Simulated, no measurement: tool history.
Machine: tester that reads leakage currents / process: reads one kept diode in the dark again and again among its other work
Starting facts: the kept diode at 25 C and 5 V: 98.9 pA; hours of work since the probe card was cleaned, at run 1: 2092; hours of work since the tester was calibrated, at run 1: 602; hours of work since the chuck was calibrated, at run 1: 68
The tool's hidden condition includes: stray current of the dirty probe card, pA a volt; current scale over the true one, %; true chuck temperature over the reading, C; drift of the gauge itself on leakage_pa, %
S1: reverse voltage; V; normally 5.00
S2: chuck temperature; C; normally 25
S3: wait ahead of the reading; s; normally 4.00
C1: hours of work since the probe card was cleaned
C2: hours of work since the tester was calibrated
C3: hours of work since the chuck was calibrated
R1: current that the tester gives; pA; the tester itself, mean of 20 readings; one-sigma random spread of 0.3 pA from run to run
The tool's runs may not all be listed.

run	hour	S1	S2	S3	C1	C2	C3	R1
1	0.0	5.00	25	4.00	2092	602	68	104.57
2	15.1	5.00	25	4.00	2103	613	79	104.40
3	37.5	5.00	25	4.00	2120	629	95	104.89
4	50.0	5.00	25	4.00	2129	638	104	105.36
5	79.6	2.21	25	4.00	2150	660	125	68.56
6	95.5	2.21	25	4.00	2162	671	137	68.43
7	112.2	2.21	25	4.00	2174	683	149	68.42
8	125.1	2.21	25	4.00	2183	693	159	69.13
# hour 132.7: probe card cleaned and baked
9	142.4	5.00	25	4.00	7	703	169	104.96
10	162.0	5.00	25	4.00	21	717	183	105.33
11	182.8	5.00	25	4.00	36	733	198	105.66
# hour 187.4: chuck's temperature calibrated
12	197.1	5.00	25	4.00	45	741	7	106.92
13	219.3	5.00	25	4.00	61	758	23	107.61
14	239.6	5.00	48	4.00	76	772	38	789.55
15	262.5	14.33	25	2.27	93	789	55	190.01
16	276.8	14.33	25	2.27	103	799	65	190.38
17	298.8	2.39	43	7.08	119	815	81	359.40
# hour 311.3: chuck's temperature calibrated, once more
18	325.7	9.30	33	7.08	137	833	10	286.53
19	353.3	5.00	40	4.00	157	853	30	379.09
20	366.3	3.38	25	1.14	167	863	40	81.25
21	379.2	3.38	25	1.14	176	872	49	81.78
22	396.6	1.88	33	0.41	189	885	62	124.36
23	416.5	5.00	25	5.76	203	899	76	100.94
24	439.8	19.58	25	0.73	220	916	93	213.41
25	466.7	19.58	25	0.73	240	936	113	214.65
26	483.7	6.88	25	4.00	252	948	125	120.06
27	513.6	6.03	28	4.00	274	970	147	148.27

Below, some changes in R1 between adjacent runs. For each, the amount present without the hidden state too (settings, incoming material, random variation) and the amount remaining for the hidden state with gauge scatter not shared by both compared results:
Run 13 -> 14: S2 25 -> 48. R1 +681.94 pA: hidden state +45.78, all else +636.16.
Run 14 -> 15: S1 5.00 -> 14.33, S2 48 -> 25, S3 4.00 -> 2.27. R1 -599.54 pA: hidden state -38.29, all else -561.25.

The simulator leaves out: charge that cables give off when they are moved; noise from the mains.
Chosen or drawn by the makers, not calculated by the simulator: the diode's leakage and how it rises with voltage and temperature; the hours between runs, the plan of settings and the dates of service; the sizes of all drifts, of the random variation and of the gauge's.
